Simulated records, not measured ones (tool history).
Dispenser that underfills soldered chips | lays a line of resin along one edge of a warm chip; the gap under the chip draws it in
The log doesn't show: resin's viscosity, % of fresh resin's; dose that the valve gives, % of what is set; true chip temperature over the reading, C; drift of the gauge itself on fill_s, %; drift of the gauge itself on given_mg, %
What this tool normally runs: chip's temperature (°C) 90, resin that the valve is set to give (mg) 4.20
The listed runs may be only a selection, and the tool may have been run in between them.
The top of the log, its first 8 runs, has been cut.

| run | hour | chip's temperature (°C) | resin that the valve is set to give (mg) | hours of work since the syringe was changed | hours of work since the valve was cleaned | hours of work since the stage was calibrated | time until the resin shows at the far edge (s) | resin that the valve gave (mg) |
|---|---|---|---|---|---|---|---|---|
|  | 95.4 | new syringe of resin |
| 9 | 98.5 | 90 | 4.20 | 2 | 19 | 271 | 8.1 | 4.156 |
|  | 106.1 | new syringe of resin |
| 10 | 112.3 | 90 | 5.38 | 4 | 28 | 280 | 8.0 | 5.296 |
|  | 117.2 | new syringe of resin |
| 11 | 120.5 | 90 | 5.38 | 2 | 33 | 285 | 7.5 | 5.283 |
|  | 128.5 | new syringe of resin |
| 12 | 128.9 | 90 | 5.38 | 0 | 39 | 291 | 7.8 | 5.276 |
|  | 136.2 | dispensing valve cleaned and set on the balance |
| 13 | 137.9 | 96 | 4.20 | 6 | 1 | 296 | 7.8 | 4.190 |
|  | 140.1 | new syringe of resin |
| 14 | 147.6 | 96 | 4.20 | 5 | 7 | 302 | 6.7 | 4.170 |
|  | 151.7 | new syringe of resin |
| 15 | 157.5 | 96 | 4.20 | 4 | 14 | 309 | 7.1 | 4.168 |
|  | 163.2 | new syringe of resin |
| 16 | 167.7 | 96 | 4.20 | 3 | 21 | 316 | 7.2 | 4.147 |
|  | 174.4 | new syringe of resin |
| 17 | 176.4 | 96 | 4.20 | 1 | 26 | 321 | 6.6 | 4.135 |
|  | 186.0 | new syringe of resin |
| 18 | 188.8 | 96 | 4.20 | 2 | 35 | 329 | 6.6 | 4.110 |
|  | 197.2 | new syringe of resin |
| 19 | 200.4 | 102 | 5.43 | 2 | 42 | 337 | 5.9 | 5.306 |
|  | 203.1 | dispensing valve cleaned and set on the balance |
|  | 209.9 | new syringe of resin |
| 20 | 211.3 | 98 | 4.32 | 1 | 5 | 344 | 5.9 | 4.298 |
| 21 | 219.0 | 98 | 4.32 | 6 | 11 | 349 | 7.6 | 4.289 |
|  | 221.8 | new syringe of resin |
| 22 | 226.6 | 83 | 4.67 | 3 | 16 | 354 | 10.0 | 4.618 |
|  | 232.8 | new syringe of resin |
| 23 | 237.1 | 77 | 3.70 | 3 | 22 | 361 | 12.6 | 3.646 |
|  | 243.9 | new syringe of resin |
| 24 | 249.2 | 77 | 3.70 | 4 | 30 | 369 | 12.8 | 3.619 |
|  | 255.2 | new syringe of resin |
| 25 | 265.3 | 76 | 4.40 | 7 | 41 | 379 | 14.3 | 4.283 |
|  | 266.5 | new syringe of resin |
|  | 269.8 | dispensing valve cleaned and set on the balance |
|  | 278.2 | new syringe of resin |
| 26 | 278.2 | 92 | 4.72 | 0 | 5 | 387 | 6.5 | 4.703 |
| 27 | 286.8 | 92 | 4.72 | 6 | 11 | 393 | 8.0 | 4.697 |
|  | 289.7 | new syringe of resin |
|  | 300.6 | new syringe of resin |
| 28 | 301.3 | 93 | 4.39 | 0 | 21 | 402 | 6.5 | 4.336 |
|  | 312.1 | new syringe of resin |
| 29 | 313.3 | 93 | 4.39 | 1 | 29 | 410 | 6.9 | 4.324 |
|  | 323.3 | new syringe of resin |
| 30 | 328.6 | 93 | 4.39 | 4 | 39 | 420 | 7.9 | 4.292 |
|  | 334.2 | new syringe of resin |
|  | 336.5 | dispensing valve cleaned and set on the balance |
|  | 346.0 | new syringe of resin |
| 31 | 346.0 | 88 | 4.77 | 0 | 6 | 431 | 7.3 | 4.751 |
| 32 | 355.9 | 92 | 4.92 | 7 | 13 | 438 | 8.5 | 4.872 |
|  | 357.6 | new syringe of resin |
|  | 368.9 | new syringe of resin |
| 33 | 370.8 | 92 | 4.92 | 1 | 23 | 448 | 7.7 | 4.840 |

Alternative continuations, all from the tool just after run 33; predict every row:
|  | 380.5 | new syringe of resin |
| A | 383.5 | 104 | 3.92 | 2 | 31 | 456 | ? | ? |
|  | 380.5 | new syringe of resin |
| B | 383.5 | 90 | 5.09 | 2 | 31 | 456 | ? | ? |
|  | 380.5 | new syringe of resin |
| C | 383.5 | 101 | 4.37 | 2 | 31 | 456 | ? | ? |

| run | time until the resin shows at the far edge (s) | resin that the valve gave (mg) |
|---|---|---|
| A | 5.5 | 3.843 |
| B | 8.1 | 4.998 |
| C | 5.9 | 4.287 |
With no hidden state in the tool, these same runs would have given:
| run | time until the resin shows at the far edge (s) | resin that the valve gave (mg) |
|---|---|---|
| A | 4.9 | 3.917 |
| B | 7.1 | 5.094 |
| C | 5.2 | 4.369 |

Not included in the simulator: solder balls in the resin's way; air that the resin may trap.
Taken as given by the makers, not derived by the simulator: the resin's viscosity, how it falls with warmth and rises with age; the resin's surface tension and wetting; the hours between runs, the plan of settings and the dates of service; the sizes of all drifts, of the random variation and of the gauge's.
